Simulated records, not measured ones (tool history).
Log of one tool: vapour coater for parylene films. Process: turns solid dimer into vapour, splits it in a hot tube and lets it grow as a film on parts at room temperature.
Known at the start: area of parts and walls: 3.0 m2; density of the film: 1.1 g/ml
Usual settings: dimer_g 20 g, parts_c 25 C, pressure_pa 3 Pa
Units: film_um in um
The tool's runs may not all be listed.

run    hour  dimer_g  parts_c  pressure_pa  film_um
  1       0       20       25            3     3.75
  2    32.2       20       25         2.92      3.7
  3    56.9       16       25            3     2.92
       68.3  -- trap's valve overhauled
  4      89       16       25            3     2.92
  5   104.5       20       25          6.8      3.4
  6   122.5       20       25          6.8      3.4
  7   151.1       20       25            3     3.78
  8   175.2       20       25            3     3.68
  9   191.7       20       25            3     3.69
 10   208.7       20       25         3.08     3.71
 11   226.4       20       25         3.08      3.7
 12   252.9       20       25         3.08     3.72
 13   276.5       20       25            3     3.68
 14   306.6       20       25            3     3.65
 15   331.5       10       25            3     1.91
 16   350.7       15       25            3     2.82
 17   382.4       20       25         2.18      3.8
 18   411.2       20       25         2.18     3.91
 19   428.6       20       25         8.95     3.21
 20   457.4       20       25         8.95     3.23
 21   482.6       20       25         8.95     3.28
      498.6  -- trap's valve overhauled
 22   504.4       20       25         6.47     3.37
 23   529.4       20       25         6.47     3.41
 24   560.3        8       17            3     1.82
 25   587.7       14       22            3     2.82
 26   608.6       10       35            3     1.48
 27   634.5       23       35         8.66     3.04
 28   660.8       23       22         8.66      4.1
 29   678.8       23       25         2.59     4.31
 30   709.6       23       25         2.59     4.39
 31   745.2       14       24          2.7     2.65
 32   775.9       20       20         3.99     4.04
 33   794.8       31       21         5.08     5.92
 34   812.3       23       31         6.05      3.4
 35   843.7       23       31         6.05     3.39
 36   859.1       23       36         4.34     3.12
 37   887.3       23       36         4.34      3.1
 38     922       13       36         4.34     1.75
      929.2  -- trap's valve overhauled
 39   941.9       18       25            3     3.34
 40   957.5       16       24         2.69     3.14
 41   982.1       20       28         2.69      3.5
 42  1016.9       20       28         2.69     3.48
 43  1045.5        8       18         3.81     1.73
 44  1077.3       15       18         3.81     3.24
 45  1102.1       20       26        11.33     3.13
 46  1134.1       19       35         5.53     2.54

Forecast each of these 4 alternatives for the next run:
  A  1159.8       15       21            3        ?
  B  1159.8       20       24            3        ?
  C  1159.8       20       25         5.32        ?
  D  1159.8       19       35         4.06        ?

run  film_um
  A     3.01
  B     3.77
  C     3.48
  D     2.63
Without the tool's hidden state the same runs would have given:
run  film_um
  A     3.02
  B     3.78
  C     3.49
  D     2.64
